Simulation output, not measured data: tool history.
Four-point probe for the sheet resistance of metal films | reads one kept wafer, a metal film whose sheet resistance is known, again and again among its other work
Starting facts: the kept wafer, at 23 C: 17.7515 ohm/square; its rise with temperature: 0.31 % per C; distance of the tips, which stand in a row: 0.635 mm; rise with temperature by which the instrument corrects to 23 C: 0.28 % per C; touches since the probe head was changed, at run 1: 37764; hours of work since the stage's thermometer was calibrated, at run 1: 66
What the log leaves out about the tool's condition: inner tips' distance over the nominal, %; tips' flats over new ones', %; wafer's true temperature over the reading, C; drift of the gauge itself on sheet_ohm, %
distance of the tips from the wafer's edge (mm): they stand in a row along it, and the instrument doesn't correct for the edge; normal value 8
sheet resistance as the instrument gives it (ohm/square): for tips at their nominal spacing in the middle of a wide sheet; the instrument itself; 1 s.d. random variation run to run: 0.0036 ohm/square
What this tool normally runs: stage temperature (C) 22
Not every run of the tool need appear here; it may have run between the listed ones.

run   hour  stage temperature (C)  distance of the tips from the wafer's edge (mm)  touches since the probe head was changed  hours of work since the stage's thermometer was calibrated  sheet resistance as the instrument gives it (ohm/square)
  1    0.0                     22                                                8                                     37764                                                          66                                                 17.803580
  2   11.1                     22                                                8                                     38475                                                          75                                                 17.802763
  3   24.3                     22                                                8                                     39327                                                          85                                                 17.801573
  4   49.4                     21                                                8                                     40936                                                         104                                                 17.801506
  5   66.1                     22                                                8                                     42010                                                         117                                                 17.808132
  6   81.5                     22                                                8                                     42998                                                         129                                                 17.805836
  7   93.6                     22                                               60                                     43774                                                         138                                                 17.750005
  8  116.2                     22                                               60                                     45228                                                         156                                                 17.745864
  9  129.6                     22                                               60                                     46085                                                         166                                                 17.740087
 10  146.8                     27                                               60                                     47192                                                         179                                                 17.769902
 11  164.3                     27                                               60                                     48318                                                         193                                                 17.768208

Each row is a separate what-if for the run after 11, all from the same tool condition, not one after another. Results?
  A  178.0                     27                                                5                                     49195                                                         203                                                         ?
  B  178.0                     33                                               18                                     49195                                                         203                                                         ?
  C  178.0                     22                                                5                                     49195                                                         203                                                         ?

run  sheet resistance as the instrument gives it (ohm/square)
  A                                                 17.926262
  B                                                 17.812000
  C                                                 17.896554
Without the tool's hidden state the same runs would have given:
run  sheet resistance as the instrument gives it (ohm/square)
  A                                                 17.927662
  B                                                 17.813391
  C                                                 17.897952
